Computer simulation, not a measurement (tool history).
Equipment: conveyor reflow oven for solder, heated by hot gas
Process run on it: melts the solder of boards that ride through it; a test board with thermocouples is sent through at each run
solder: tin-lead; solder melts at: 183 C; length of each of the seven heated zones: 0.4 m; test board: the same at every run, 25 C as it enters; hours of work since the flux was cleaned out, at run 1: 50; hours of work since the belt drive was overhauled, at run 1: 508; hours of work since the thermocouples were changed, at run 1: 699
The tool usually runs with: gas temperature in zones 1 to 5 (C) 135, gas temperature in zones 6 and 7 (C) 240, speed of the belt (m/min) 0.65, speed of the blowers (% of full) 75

| run | day | gas temperature in zones 1 to 5 (C) | gas temperature in zones 6 and 7 (C) | speed of the belt (m/min) | speed of the blowers (% of full) | hours of work since the flux was cleaned out | hours of work since the belt drive was overhauled | hours of work since the thermocouples were changed | highest temperature of the board (C) | time above the solder's melting point (s) |
|---|---|---|---|---|---|---|---|---|---|---|
| 1 | 0 | 135 | 240 | 0.65 | 75 | 50 | 508 | 699 | 222.8 | 58.3 |
| 2 | 1.412 | 132 | 240 | 0.65 | 75 | 64 | 522 | 714 | 222 | 56.9 |
| 3 | 2.883 | 132 | 240 | 0.65 | 75 | 79 | 538 | 729 | 222.2 | 57 |
| 4 | 3.946 | 132 | 240 | 0.65 | 75 | 90 | 548 | 740 | 222.3 | 57.1 |
| 5 | 4.854 | 132 | 248 | 0.65 | 75 | 99 | 558 | 749 | 228.8 | 61.1 |
| 6 | 6.071 | 132 | 248 | 0.65 | 75 | 112 | 570 | 761 | 229.6 | 61.1 |
| 7 | 7.246 | 135 | 240 | 0.65 | 53 | 124 | 582 | 773 | 214 | 50.4 |
| 8 | 8.404 | 135 | 240 | 0.65 | 67 | 135 | 594 | 785 | 219.5 | 56 |
| 9 | 9.571 | 135 | 240 | 0.65 | 67 | 147 | 606 | 797 | 219.5 | 56.1 |
|  | 9.867 | flux residue cleaned out of gas plates and filters |
| 10 | 10.833 | 135 | 240 | 0.65 | 67 | 10 | 617 | 808 | 219.2 | 55.2 |
| 11 | 12.288 | 135 | 240 | 0.65 | 67 | 25 | 631 | 823 | 219.1 | 55.4 |
| 12 | 12.892 | 135 | 240 | 0.65 | 67 | 31 | 638 | 829 | 219.1 | 55.3 |
| 13 | 13.958 | 135 | 240 | 0.65 | 67 | 42 | 649 | 840 | 219.2 | 55 |
| 14 | 15.3 | 135 | 240 | 0.65 | 53 | 56 | 662 | 853 | 212.6 | 49.5 |
| 15 | 16.638 | 135 | 240 | 0.65 | 53 | 69 | 676 | 867 | 213.3 | 49.5 |
|  | 17.704 | flux residue cleaned out of gas plates and filters, once more |
| 16 | 18.225 | 135 | 240 | 0.65 | 53 | 5 | 690 | 881 | 214.1 | 50.8 |
| 17 | 19.192 | 139 | 240 | 0.659 | 51 | 15 | 700 | 891 | 213.5 | 50.8 |
| 18 | 19.967 | 139 | 240 | 0.659 | 71 | 23 | 708 | 899 | 222.7 | 58.4 |
| 19 | 20.992 | 139 | 240 | 0.659 | 71 | 34 | 718 | 910 | 222.1 | 58.4 |
| 20 | 21.779 | 139 | 240 | 0.659 | 71 | 42 | 726 | 918 | 222.7 | 58.3 |
| 21 | 22.433 | 139 | 242 | 0.691 | 75 | 48 | 733 | 924 | 223.5 | 56.4 |
| 22 | 23.408 | 141 | 253 | 0.612 | 69 | 58 | 743 | 934 | 235.4 | 72.1 |

The next listed run, before its measurement:
| 23 | 24.783 | 141 | 253 | 0.612 | 69 | 72 | 757 | 948 | ? | ? |

For run 23 the tool returned highest temperature of the board (C) 235.6, time above the solder's melting point (s) 72.
With no hidden state in the tool, this same run would have given highest temperature of the board (C) 234.5, time above the solder's melting point (s) 70.8.

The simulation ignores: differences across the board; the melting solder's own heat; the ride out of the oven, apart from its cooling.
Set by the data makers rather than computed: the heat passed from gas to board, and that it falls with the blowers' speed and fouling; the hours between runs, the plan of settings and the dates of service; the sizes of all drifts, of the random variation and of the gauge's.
